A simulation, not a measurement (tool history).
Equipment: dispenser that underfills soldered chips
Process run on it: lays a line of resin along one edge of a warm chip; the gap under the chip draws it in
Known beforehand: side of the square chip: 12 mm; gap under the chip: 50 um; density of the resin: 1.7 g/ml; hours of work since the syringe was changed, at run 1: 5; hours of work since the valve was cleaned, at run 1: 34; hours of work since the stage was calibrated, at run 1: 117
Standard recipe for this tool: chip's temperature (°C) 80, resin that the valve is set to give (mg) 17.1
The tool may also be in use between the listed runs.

run,hour,chip's temperature (°C),resin that the valve is set to give (mg),hours of work since the syringe was changed,hours of work since the valve was cleaned,hours of work since the stage was calibrated,time until the resin shows at the far edge (s),resin that the valve gave (mg)
1,0.0,80,17.1,5,34,117,60.1,16.80
2,3.0,80,17.1,7,36,119,67.4,16.62
3,6.3,80,17.1,9,38,122,77.9,16.62
# hour 8.4: new syringe of resin
4,9.1,80,17.1,0,40,123,50.4,16.68
# hour 12.3: dispensing valve cleaned and set on the balance
5,15.4,80,17.1,4,2,127,57.7,17.10
6,18.9,94,17.1,7,5,129,43.3,17.01
7,23.8,94,17.1,10,8,133,51.8,16.99
# hour 24.9: new syringe of resin
8,26.7,66,17.1,1,10,135,80.0,16.99
9,31.6,66,17.1,5,13,138,93.9,16.89
10,36.9,66,17.1,8,17,142,113.3,16.87
11,39.8,80,17.1,10,19,144,80.6,16.88
# hour 40.3: new syringe of resin
12,43.9,80,18.6,2,21,146,53.6,18.24
13,49.3,80,18.6,6,25,150,66.2,18.33
14,53.6,80,18.6,9,28,153,75.3,18.11
# hour 56.0: new syringe of resin
15,58.9,72,17.1,2,32,156,67.8,16.71
16,64.4,80,16.1,6,35,160,65.2,15.59
17,69.9,80,16.1,10,39,164,79.8,15.61
# hour 71.5: new syringe of resin
# hour 74.1: dispensing valve cleaned and set on the balance
18,75.0,94,15.5,2,1,167,36.4,15.53
19,79.3,81,14.9,5,4,170,62.0,14.84
20,83.1,70,17.1,7,6,172,96.0,17.05
21,86.8,70,17.1,10,9,175,108.8,17.00
# hour 87.9: new syringe of resin
22,91.1,75,21.2,2,12,178,60.6,20.97
23,95.2,83,17.7,5,14,181,56.5,17.47
24,101.0,79,15.6,9,18,185,79.2,15.34
# hour 103.6: new syringe of resin
25,104.9,77,22.0,1,21,187,52.3,21.71
26,110.8,77,22.0,5,25,191,65.4,21.51
27,113.9,77,22.0,7,27,193,71.0,21.46
28,117.0,73,15.0,9,29,195,99.5,14.65
# hour 119.2: new syringe of resin
29,122.2,74,20.2,2,33,199,62.4,19.61
30,126.6,89,19.6,5,36,202,46.4,19.05
31,129.1,89,19.6,7,37,204,51.7,18.95

Entry by entry between the runs, the difference in hidden state between the last listed run before and the first listed run after:
Run 3 -> run 4: new syringe of resin (hour 8.4)
  resin's viscosity, % of fresh resin's: 157.9 -> 101.5; dose that the valve gives, % of what is set: 97.32 -> 97.18
  measured value less the no-hidden-state value, time until the resin shows at the far edge (s): +28.9 -> +1.2; resin that the valve gave (mg): -0.46 -> -0.48
Run 4 -> run 5: dispensing valve cleaned and set on the balance (hour 12.3)
  resin's viscosity, % of fresh resin's: 101.5 -> 121.6; dose that the valve gives, % of what is set: 97.18 -> 99.74; true chip temperature over the reading, C: -0.06 -> -0.07
  measured value less the no-hidden-state value, time until the resin shows at the far edge (s): +1.2 -> +10.4; resin that the valve gave (mg): -0.48 -> -0.04
Run 7 -> run 8: new syringe of resin (hour 24.9)
  resin's viscosity, % of fresh resin's: 162.6 -> 106.4; dose that the valve gives, % of what is set: 99.28 -> 99.14; true chip temperature over the reading, C: -0.08 -> -0.09
  measured value less the no-hidden-state value, time until the resin shows at the far edge (s): +20.2 -> +5.2; resin that the valve gave (mg): -0.12 -> -0.15
Run 11 -> run 12: new syringe of resin (hour 40.3)
  resin's viscosity, % of fresh resin's: 166.9 -> 113.6; dose that the valve gives, % of what is set: 98.46 -> 98.26
  measured value less the no-hidden-state value, time until the resin shows at the far edge (s): +32.6 -> +6.7; resin that the valve gave (mg): -0.26 -> -0.32
Run 14 -> run 15: new syringe of resin (hour 56.0)
  resin's viscosity, % of fresh resin's: 158.6 -> 110; dose that the valve gives, % of what is set: 97.75 -> 97.47
  measured value less the no-hidden-state value, time until the resin shows at the far edge (s): +28.1 -> +6.8; resin that the valve gave (mg): -0.42 -> -0.43
Run 17 -> run 18: new syringe of resin (hour 71.5); dispensing valve cleaned and set on the balance (hour 74.1)
  resin's viscosity, % of fresh resin's: 160.6 -> 109.4; dose that the valve gives, % of what is set: 96.87 -> 99.79; true chip temperature over the reading, C: -0.15 -> -0.16
  measured value less the no-hidden-state value, time until the resin shows at the far edge (s): +30.7 -> +3.3; resin that the valve gave (mg): -0.51 -> -0.03
Run 21 -> run 22: new syringe of resin (hour 87.9)
  resin's viscosity, % of fresh resin's: 164 -> 111.2; dose that the valve gives, % of what is set: 99.18 -> 98.96; true chip temperature over the reading, C: -0.17 -> -0.18
  measured value less the no-hidden-state value, time until the resin shows at the far edge (s): +43.0 -> +6.5; resin that the valve gave (mg): -0.15 -> -0.22
Run 24 -> run 25: new syringe of resin (hour 103.6)
  resin's viscosity, % of fresh resin's: 156.2 -> 103.4; dose that the valve gives, % of what is set: 98.45 -> 98.25
  measured value less the no-hidden-state value, time until the resin shows at the far edge (s): +29.0 -> +2.1; resin that the valve gave (mg): -0.24 -> -0.39
Run 28 -> run 29: new syringe of resin (hour 119.2)
  resin's viscosity, % of fresh resin's: 156.7 -> 111.1; dose that the valve gives, % of what is set: 97.63 -> 97.36; true chip temperature over the reading, C: -0.22 -> -0.23
  measured value less the no-hidden-state value, time until the resin shows at the far edge (s): +36.9 -> +6.9; resin that the valve gave (mg): -0.35 -> -0.53
